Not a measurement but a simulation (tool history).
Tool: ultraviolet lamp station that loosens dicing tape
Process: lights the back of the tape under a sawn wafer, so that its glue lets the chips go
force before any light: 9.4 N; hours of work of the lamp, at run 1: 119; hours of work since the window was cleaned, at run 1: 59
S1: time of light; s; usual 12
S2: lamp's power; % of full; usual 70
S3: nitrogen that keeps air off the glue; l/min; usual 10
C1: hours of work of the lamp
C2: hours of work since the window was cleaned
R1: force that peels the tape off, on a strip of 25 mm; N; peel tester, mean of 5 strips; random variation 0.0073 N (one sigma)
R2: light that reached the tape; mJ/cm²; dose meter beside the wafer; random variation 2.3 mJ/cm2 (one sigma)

Run 1, hour 0: usual settings; C1 119; C2 59. Result: R1 0.292 N, R2 214 mJ/cm².
Run 2, hour 13: usual settings; C1 126; C2 66. Result: R1 0.307 N, R2 217 mJ/cm².
Run 3, hour 29.1: usual settings; C1 135; C2 75. Result: R1 0.31 N, R2 213 mJ/cm².
Run 4, hour 45.1: usual settings but S1 7 s; C1 143; C2 84. Result: R1 1.071 N, R2 123 mJ/cm².
Run 5, hour 60.6: usual settings but S1 7 s; C1 152; C2 92. Result: R1 1.055 N, R2 125 mJ/cm².
Run 6, hour 78.5: usual settings but S1 7 s; C1 162; C2 102. Result: R1 1.058 N, R2 126 mJ/cm².
Run 7, hour 89.5: usual settings but S1 10 s; C1 168; C2 108. Result: R1 0.493 N, R2 174 mJ/cm².
Run 8, hour 101.9: usual settings but S1 10 s; C1 174; C2 115. Result: R1 0.503 N, R2 177 mJ/cm².
Run 9, hour 116.2: usual settings but S1 10 s; C1 182; C2 123. Result: R1 0.492 N, R2 174 mJ/cm².
Run 10, hour 134.3: usual settings but S1 10 s; C1 192; C2 132. Result: R1 0.504 N, R2 176 mJ/cm².
Run 11, hour 148.9: usual settings but S1 10 s; C1 200; C2 140. Result: R1 0.51 N, R2 171 mJ/cm².
Run 12, hour 164.3: usual settings but S1 10 s; C1 208; C2 149. Result: R1 0.527 N, R2 171 mJ/cm².
Run 13, hour 174.5: usual settings but S1 10 s; C1 214; C2 154. Result: R1 0.504 N, R2 173 mJ/cm².
Run 14, hour 185.9: usual settings but S1 14 s; C1 220; C2 161. Result: R1 0.236 N, R2 244 mJ/cm².
Run 15, hour 195.2: usual settings but S1 14 s; C1 225; C2 166. Result: R1 0.228 N, R2 241 mJ/cm².
Run 16, hour 207.6: usual settings but S1 14 s; C1 232; C2 172. Result: R1 0.24 N, R2 240 mJ/cm².
Run 17, hour 229.3: usual settings but S1 14 s; C1 244; C2 184. Result: R1 0.243 N, R2 238 mJ/cm².
Run 18, hour 245.9: usual settings but S2 87 % of full; C1 253; C2 193. Result: R1 0.21 N, R2 253 mJ/cm².
Run 19, hour 260.5: usual settings but S1 10 s, S2 86 % of full, S3 4 l/min; C1 261; C2 201. Result: R1 0.568 N, R2 206 mJ/cm².
Run 20, hour 280.9: usual settings but S1 13 s, S3 4 l/min; C1 272; C2 212. Result: R1 0.494 N, R2 215 mJ/cm².
Run 21, hour 291.5: usual settings but S1 8 s; C1 278; C2 218. Result: R1 0.948 N, R2 128 mJ/cm².
Run 22, hour 311.4: usual settings but S1 8 s, S2 81 % of full; C1 289; C2 229. Result: R1 0.681 N, R2 156 mJ/cm².
At hour 320.8: window cleaned of glue's vapour.
Run 23, hour 325.3: usual settings but S2 91 % of full; C1 296; C2 2. Result: R1 0.185 N, R2 282 mJ/cm².
Run 24, hour 342.2: usual settings but S1 7 s, S2 94 % of full, S3 12 l/min; C1 305; C2 12. Result: R1 0.504 N, R2 162 mJ/cm².
Run 25, hour 357.3: usual settings but S1 7 s, S2 94 % of full, S3 12 l/min; C1 313; C2 20. Result: R1 0.522 N, R2 165 mJ/cm².
Run 26, hour 376.1: usual settings but S1 7 s, S2 94 % of full, S3 12 l/min; C1 324; C2 30. Result: R1 0.518 N, R2 167 mJ/cm².
Run 27, hour 396.8: usual settings but S1 7 s, S2 94 % of full, S3 12 l/min; C1 335; C2 41. Result: R1 0.53 N, R2 163 mJ/cm².
Run 28, hour 411: usual settings but S1 7 s, S2 94 % of full, S3 12 l/min; C1 343; C2 49. Result: R1 0.524 N, R2 166 mJ/cm².
Run 29, hour 431.6: usual settings but S1 7 s, S2 94 % of full, S3 12 l/min; C1 354; C2 60. Result: R1 0.527 N, R2 165 mJ/cm².
Run 30, hour 441.1: usual settings but S1 14 s, S2 61 % of full, S3 6 l/min; C1 359; C2 66. Result: R1 0.428 N, R2 213 mJ/cm².
Run 31, hour 452.3: usual settings but S1 6 s, S2 67 % of full, S3 5 l/min; C1 365; C2 72. Result: R1 2.004 N, R2 100 mJ/cm².
Run 32, hour 474.5: usual settings but S2 74 % of full; C1 377; C2 84. Result: R1 0.298 N, R2 223 mJ/cm².
Run 33, hour 486.5: usual settings but S1 6 s, S2 65 % of full, S3 11 l/min; C1 384; C2 90. Result: R1 1.676 N, R2 95 mJ/cm².

Forecast each of these 3 alternatives for the next run:
Run A, hour 501: usual settings but S1 22 s, S2 98 % of full, S3 4 l/min; C1 392; C2 98. Result: R1 ?, R2 ?.
Run B, hour 501: usual settings but S1 11 s, S2 65 % of full, S3 11 l/min; C1 392; C2 98. Result: R1 ?, R2 ?.
Run C, hour 501: usual settings but S1 6 s, S2 71 % of full, S3 11 l/min; C1 392; C2 98. Result: R1 ?, R2 ?.

run     R1   R2
  A  0.127  532
  B  0.469  179
  C  1.467  100
Without the tool's hidden state the same runs would have given:
run     R1   R2
  A  0.125  589
  B  0.367  198
  C  1.216  111
